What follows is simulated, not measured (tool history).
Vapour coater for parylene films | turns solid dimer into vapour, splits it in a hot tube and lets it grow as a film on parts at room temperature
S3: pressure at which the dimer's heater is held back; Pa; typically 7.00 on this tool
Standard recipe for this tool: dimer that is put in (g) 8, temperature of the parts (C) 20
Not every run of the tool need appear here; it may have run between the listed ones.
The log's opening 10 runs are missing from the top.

Run 11, hour 539.7: usual settings. Result: thickness of the film (um) 6.73.
Run 12, hour 596.1: usual settings. Result: thickness of the film (um) 6.81.
Run 13, hour 645.2: usual settings. Result: thickness of the film (um) 6.69.
Run 14, hour 707.9: usual settings. Result: thickness of the film (um) 6.77.
At hour 720.0: trap's valve overhauled.
Run 15, hour 764.1: usual settings. Result: thickness of the film (um) 6.79.
Run 16, hour 804.1: usual settings. Result: thickness of the film (um) 6.78.
Run 17, hour 845.7: usual settings. Result: thickness of the film (um) 6.74.
Run 18, hour 889.9: usual settings but temperature of the parts (C) 12, S3 2.95 Pa. Result: thickness of the film (um) 8.85.
Run 19, hour 943.2: usual settings but dimer that is put in (g) 12, S3 7.14 Pa. Result: thickness of the film (um) 10.12.
Run 20, hour 981.0: usual settings but dimer that is put in (g) 11, S3 5.47 Pa. Result: thickness of the film (um) 9.64.
Run 21, hour 1023.6: usual settings but dimer that is put in (g) 11, S3 5.47 Pa. Result: thickness of the film (um) 9.54.
Run 22, hour 1063.4: usual settings but temperature of the parts (C) 28, S3 3.25 Pa. Result: thickness of the film (um) 5.93.

Predict the results of run 23:
Run 23, hour 1121.3: usual settings but temperature of the parts (C) 14, S3 4.25 Pa. Result: thickness of the film (um) ?.

Run 23 gave thickness of the film (um) 8.83.
On a tool with no hidden condition, and with the same random variation, this run would have come out at thickness of the film (um) 8.85.

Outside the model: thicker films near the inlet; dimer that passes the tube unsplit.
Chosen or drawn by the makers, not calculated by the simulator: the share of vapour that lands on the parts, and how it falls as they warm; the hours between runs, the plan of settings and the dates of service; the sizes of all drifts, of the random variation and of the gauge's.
